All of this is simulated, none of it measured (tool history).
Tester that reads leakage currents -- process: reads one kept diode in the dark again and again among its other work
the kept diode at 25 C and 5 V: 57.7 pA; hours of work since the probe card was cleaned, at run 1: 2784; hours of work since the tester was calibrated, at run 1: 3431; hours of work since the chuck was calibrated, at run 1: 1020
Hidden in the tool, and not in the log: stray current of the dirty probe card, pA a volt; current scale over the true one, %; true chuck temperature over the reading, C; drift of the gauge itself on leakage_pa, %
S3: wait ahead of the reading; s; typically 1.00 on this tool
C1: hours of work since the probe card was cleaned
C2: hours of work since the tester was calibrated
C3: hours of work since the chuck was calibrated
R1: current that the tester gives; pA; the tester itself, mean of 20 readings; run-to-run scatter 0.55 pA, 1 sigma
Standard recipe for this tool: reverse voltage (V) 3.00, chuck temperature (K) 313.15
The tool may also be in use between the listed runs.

{"run": 1, "day": 0.0, "reverse voltage (V)": 3.0, "chuck temperature (K)": 313.15, "S3": 1.0, "C1": 2784, "C2": 3431, "C3": 1020, "R1": 179.85}
{"run": 2, "day": 4.742, "reverse voltage (V)": 3.0, "chuck temperature (K)": 313.15, "S3": 1.0, "C1": 2868, "C2": 3515, "C3": 1103, "R1": 178.68}
{"run": 3, "day": 7.117, "reverse voltage (V)": 3.0, "chuck temperature (K)": 313.15, "S3": 0.61, "C1": 2909, "C2": 3556, "C3": 1145, "R1": 178.76}
{"run": 4, "day": 9.796, "reverse voltage (V)": 3.0, "chuck temperature (K)": 313.15, "S3": 1.0, "C1": 2956, "C2": 3603, "C3": 1192, "R1": 178.89}
{"day": 11.662, "done": "probe card cleaned and baked"}
{"run": 5, "day": 14.417, "reverse voltage (V)": 3.0, "chuck temperature (K)": 298.15, "S3": 1.0, "C1": 48, "C2": 3682, "C3": 1271, "R1": 42.55}
{"run": 6, "day": 17.238, "reverse voltage (V)": 3.0, "chuck temperature (K)": 298.15, "S3": 1.0, "C1": 98, "C2": 3732, "C3": 1320, "R1": 42.14}
{"run": 7, "day": 21.258, "reverse voltage (V)": 3.0, "chuck temperature (K)": 298.15, "S3": 1.0, "C1": 169, "C2": 3802, "C3": 1391, "R1": 42.54}
{"run": 8, "day": 25.329, "reverse voltage (V)": 3.0, "chuck temperature (K)": 298.15, "S3": 3.57, "C1": 240, "C2": 3874, "C3": 1462, "R1": 42.07}
{"run": 9, "day": 30.729, "reverse voltage (V)": 3.0, "chuck temperature (K)": 298.15, "S3": 3.57, "C1": 335, "C2": 3969, "C3": 1557, "R1": 41.7}
{"run": 10, "day": 35.046, "reverse voltage (V)": 3.0, "chuck temperature (K)": 313.15, "S3": 1.0, "C1": 411, "C2": 4045, "C3": 1633, "R1": 165.57}
{"run": 11, "day": 37.75, "reverse voltage (V)": 18.27, "chuck temperature (K)": 313.15, "S3": 1.0, "C1": 458, "C2": 4092, "C3": 1680, "R1": 402.36}
{"run": 12, "day": 40.917, "reverse voltage (V)": 3.0, "chuck temperature (K)": 294.15, "S3": 1.0, "C1": 514, "C2": 4148, "C3": 1736, "R1": 29.26}
{"run": 13, "day": 44.529, "reverse voltage (V)": 3.0, "chuck temperature (K)": 299.15, "S3": 1.0, "C1": 577, "C2": 4211, "C3": 1800, "R1": 46.61}
{"run": 14, "day": 47.867, "reverse voltage (V)": 3.0, "chuck temperature (K)": 299.15, "S3": 1.0, "C1": 636, "C2": 4270, "C3": 1858, "R1": 46.59}
{"day": 50.008, "done": "chuck's temperature calibrated"}
{"run": 15, "day": 53.192, "reverse voltage (V)": 3.0, "chuck temperature (K)": 313.15, "S3": 1.0, "C1": 728, "C2": 4362, "C3": 56, "R1": 162.42}
{"run": 16, "day": 56.45, "reverse voltage (V)": 3.0, "chuck temperature (K)": 313.15, "S3": 1.0, "C1": 785, "C2": 4419, "C3": 113, "R1": 160.56}
{"day": 61.262, "done": "chuck's temperature calibrated, once more"}
{"run": 17, "day": 61.262, "reverse voltage (V)": 3.0, "chuck temperature (K)": 313.15, "S3": 1.0, "C1": 868, "C2": 4502, "C3": 0, "R1": 187.06}
{"run": 18, "day": 65.433, "reverse voltage (V)": 3.0, "chuck temperature (K)": 304.15, "S3": 1.0, "C1": 942, "C2": 4576, "C3": 73, "R1": 84.49}
{"run": 19, "day": 68.054, "reverse voltage (V)": 3.0, "chuck temperature (K)": 304.15, "S3": 1.0, "C1": 988, "C2": 4622, "C3": 119, "R1": 83.94}
{"run": 20, "day": 72.775, "reverse voltage (V)": 3.0, "chuck temperature (K)": 304.15, "S3": 1.0, "C1": 1071, "C2": 4704, "C3": 202, "R1": 84.36}
{"run": 21, "day": 78.104, "reverse voltage (V)": 3.0, "chuck temperature (K)": 304.15, "S3": 1.0, "C1": 1164, "C2": 4798, "C3": 296, "R1": 83.66}
{"run": 22, "day": 81.246, "reverse voltage (V)": 3.0, "chuck temperature (K)": 304.15, "S3": 1.0, "C1": 1219, "C2": 4853, "C3": 351, "R1": 83.82}
{"run": 23, "day": 84.288, "reverse voltage (V)": 3.0, "chuck temperature (K)": 304.15, "S3": 1.0, "C1": 1273, "C2": 4907, "C3": 404, "R1": 83.85}
{"run": 24, "day": 88.346, "reverse voltage (V)": 3.0, "chuck temperature (K)": 304.15, "S3": 1.0, "C1": 1344, "C2": 4978, "C3": 476, "R1": 83.75}
{"run": 25, "day": 91.538, "reverse voltage (V)": 3.0, "chuck temperature (K)": 304.15, "S3": 1.0, "C1": 1400, "C2": 5034, "C3": 532, "R1": 83.07}
{"run": 26, "day": 96.775, "reverse voltage (V)": 3.0, "chuck temperature (K)": 304.15, "S3": 1.0, "C1": 1492, "C2": 5126, "C3": 624, "R1": 83.29}
{"run": 27, "day": 101.758, "reverse voltage (V)": 3.0, "chuck temperature (K)": 331.15, "S3": 1.0, "C1": 1580, "C2": 5214, "C3": 711, "R1": 800.68}
{"run": 28, "day": 105.908, "reverse voltage (V)": 3.0, "chuck temperature (K)": 296.15, "S3": 0.83, "C1": 1653, "C2": 5287, "C3": 784, "R1": 41.58}
{"run": 29, "day": 108.258, "reverse voltage (V)": 3.0, "chuck temperature (K)": 296.15, "S3": 0.83, "C1": 1694, "C2": 5328, "C3": 826, "R1": 41.74}
{"run": 30, "day": 110.929, "reverse voltage (V)": 12.24, "chuck temperature (K)": 297.15, "S3": 0.53, "C1": 1741, "C2": 5375, "C3": 872, "R1": 104.21}
{"run": 31, "day": 116.254, "reverse voltage (V)": 12.24, "chuck temperature (K)": 297.15, "S3": 0.53, "C1": 1834, "C2": 5468, "C3": 966, "R1": 104.73}
{"day": 117.617, "done": "tester calibrated"}
{"run": 32, "day": 120.558, "reverse voltage (V)": 1.89, "chuck temperature (K)": 302.15, "S3": 1.0, "C1": 1908, "C2": 52, "C3": 1040, "R1": 52.81}
{"run": 33, "day": 122.862, "reverse voltage (V)": 1.89, "chuck temperature (K)": 302.15, "S3": 1.39, "C1": 1949, "C2": 92, "C3": 1081, "R1": 52.93}
{"run": 34, "day": 128.017, "reverse voltage (V)": 3.0, "chuck temperature (K)": 313.15, "S3": 4.13, "C1": 2039, "C2": 183, "C3": 1171, "R1": 173.7}
{"run": 35, "day": 133.208, "reverse voltage (V)": 9.12, "chuck temperature (K)": 313.15, "S3": 0.46, "C1": 2131, "C2": 274, "C3": 1262, "R1": 307.72}
{"run": 36, "day": 137.138, "reverse voltage (V)": 3.0, "chuck temperature (K)": 313.15, "S3": 1.03, "C1": 2200, "C2": 343, "C3": 1331, "R1": 173.26}
{"run": 37, "day": 139.9, "reverse voltage (V)": 3.27, "chuck temperature (K)": 313.15, "S3": 7.48, "C1": 2248, "C2": 391, "C3": 1380, "R1": 179.61}
{"run": 38, "day": 142.692, "reverse voltage (V)": 3.27, "chuck temperature (K)": 306.15, "S3": 7.48, "C1": 2297, "C2": 440, "C3": 1429, "R1": 98.08}
{"run": 39, "day": 147.338, "reverse voltage (V)": 6.61, "chuck temperature (K)": 306.15, "S3": 2.03, "C1": 2379, "C2": 522, "C3": 1510, "R1": 142.61}

4 options for the next run, each taken on its own from the tool as it stands now. Forecast them:
{"run": "A", "day": 149.779, "reverse voltage (V)": 14.24, "chuck temperature (K)": 306.15, "S3": 5.62, "C1": 2422, "C2": 565, "C3": 1553, "R1": "?"}
{"run": "B", "day": 149.779, "reverse voltage (V)": 6.61, "chuck temperature (K)": 320.15, "S3": 2.03, "C1": 2422, "C2": 565, "C3": 1553, "R1": "?"}
{"run": "C", "day": 149.779, "reverse voltage (V)": 3.0, "chuck temperature (K)": 313.15, "S3": 1.11, "C1": 2422, "C2": 565, "C3": 1553, "R1": "?"}
{"run": "D", "day": 149.779, "reverse voltage (V)": 3.0, "chuck temperature (K)": 304.15, "S3": 2.6, "C1": 2422, "C2": 565, "C3": 1553, "R1": "?"}

run=A R1=218.61
run=B R1=455.46
run=C R1=171.41
run=D R1=79.41
With no hidden state in the tool, these same runs would have given:
run=A R1=205.53
run=B R1=485.16
run=C R1=182.01
run=D R1=80.55
